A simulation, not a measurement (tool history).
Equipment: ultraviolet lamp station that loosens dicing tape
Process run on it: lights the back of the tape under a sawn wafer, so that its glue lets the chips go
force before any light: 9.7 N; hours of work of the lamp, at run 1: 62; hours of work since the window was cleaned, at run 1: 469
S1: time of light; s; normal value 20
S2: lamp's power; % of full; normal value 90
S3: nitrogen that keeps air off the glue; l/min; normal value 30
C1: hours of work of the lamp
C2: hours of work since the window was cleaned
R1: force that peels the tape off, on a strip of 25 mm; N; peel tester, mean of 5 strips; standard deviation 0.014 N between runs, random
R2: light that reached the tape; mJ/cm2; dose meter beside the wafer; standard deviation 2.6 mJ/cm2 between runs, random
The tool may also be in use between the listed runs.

run 1 day=0 | S1=20 S2=90 S3=30 | C1=62 C2=469 | R1=0.737 R2=315
run 2 day=0.4 | S1=20 S2=90 S3=30 | C1=68 C2=475 | R1=0.755 R2=315
run 3 day=0.975 | S1=20 S2=90 S3=30 | C1=77 C2=483 | R1=0.782 R2=316
run 4 day=1.433 | S1=20 S2=90 S3=30 | C1=84 C2=490 | R1=0.804 R2=313
run 5 day=2.046 | S1=20 S2=90 S3=30 | C1=93 C2=500 | R1=0.802 R2=308
run 6 day=2.842 | S1=20 S2=90 S3=21 | C1=105 C2=512 | R1=0.963 R2=311
run 7 day=3.329 | S1=20 S2=90 S3=21 | C1=112 C2=519 | R1=0.986 R2=309
run 8 day=3.733 | S1=20 S2=90 S3=21 | C1=118 C2=525 | R1=0.986 R2=308
run 9 day=4.15 | S1=20 S2=90 S3=30 | C1=125 C2=531 | R1=0.85 R2=308
run 10 day=4.925 | S1=20 S2=90 S3=30 | C1=136 C2=543 | R1=0.833 R2=302
run 11 day=5.612 | S1=20 S2=64 S3=18 | C1=147 C2=553 | R1=1.876 R2=216
run 12 day=6.254 | S1=20 S2=64 S3=18 | C1=156 C2=563 | R1=1.992 R2=215
-- day=6.321 window cleaned of glue's vapour
run 13 day=7.171 | S1=20 S2=87 S3=16 | C1=170 C2=13 | R1=1.378 R2=284
run 14 day=7.871 | S1=13 S2=82 S3=16 | C1=180 C2=23 | R1=2.741 R2=173
run 15 day=8.35 | S1=13 S2=87 S3=26 | C1=187 C2=30 | R1=2.122 R2=183
run 16 day=8.962 | S1=23 S2=90 S3=37 | C1=197 C2=40 | R1=0.63 R2=327
run 17 day=9.771 | S1=23 S2=90 S3=37 | C1=209 C2=52 | R1=0.654 R2=327
-- day=9.862 window cleaned of glue's vapour, once more
run 18 day=10.638 | S1=21 S2=90 S3=30 | C1=221 C2=12 | R1=0.708 R2=334
run 19 day=11.35 | S1=10 S2=64 S3=17 | C1=232 C2=22 | R1=4.354 R2=109

Below are 4 alternative next runs, each starting from the tool's condition after run 19. Predict each:
run A day=11.967 | S1=19 S2=90 S3=24 | C1=241 C2=32 | R1=? R2=?
run B day=11.967 | S1=36 S2=90 S3=30 | C1=241 C2=32 | R1=? R2=?
run C day=11.967 | S1=32 S2=64 S3=33 | C1=241 C2=32 | R1=? R2=?
run D day=11.967 | S1=33 S2=63 S3=10 | C1=241 C2=32 | R1=? R2=?

run=A R1=0.971 R2=300
run=B R1=0.279 R2=562
run=C R1=0.574 R2=361
run=D R1=1.052 R2=357
Take away the tool's hidden state, keep each run's random variation, and the runs would have read:
run=A R1=0.815 R2=328
run=B R1=0.257 R2=614
run=C R1=0.48 R2=394
run=D R1=0.884 R2=390
